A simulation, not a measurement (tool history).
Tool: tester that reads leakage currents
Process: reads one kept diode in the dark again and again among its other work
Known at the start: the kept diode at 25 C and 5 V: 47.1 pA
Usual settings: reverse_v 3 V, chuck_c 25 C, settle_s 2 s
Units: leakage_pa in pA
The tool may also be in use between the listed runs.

Run 1, hour 0: usual settings. Result: leakage_pa 40.2 pA.
At hour 94.6: probe card cleaned and baked.
Run 2, hour 122.3: usual settings. Result: leakage_pa 40.15 pA.
Run 3, hour 192.3: usual settings but settle_s 5.08 s. Result: leakage_pa 39.92 pA.
Run 4, hour 286.2: usual settings but settle_s 5.08 s. Result: leakage_pa 40.03 pA.
Run 5, hour 339.7: usual settings but settle_s 5.08 s. Result: leakage_pa 39.85 pA.
Run 6, hour 420.4: usual settings but settle_s 5.08 s. Result: leakage_pa 39.95 pA.
Run 7, hour 485.8: usual settings but settle_s 5.08 s. Result: leakage_pa 39.63 pA.
Run 8, hour 560.8: usual settings but settle_s 5.08 s. Result: leakage_pa 39.98 pA.
Run 9, hour 666.8: usual settings but reverse_v 2.63 V, chuck_c 33 C. Result: leakage_pa 79.82 pA.
Run 10, hour 775.1: usual settings but reverse_v 2.63 V, chuck_c 33 C. Result: leakage_pa 79.02 pA.

Run 11 comes next. What will it give?
Run 11, hour 853.5: usual settings but reverse_v 9.69 V, settle_s 3.52 s. Result: leakage_pa ?.

{"run 11": {"leakage_pa": 59.61}}
Without the tool's hidden state the same run would have given leakage_pa 59.58 pA.
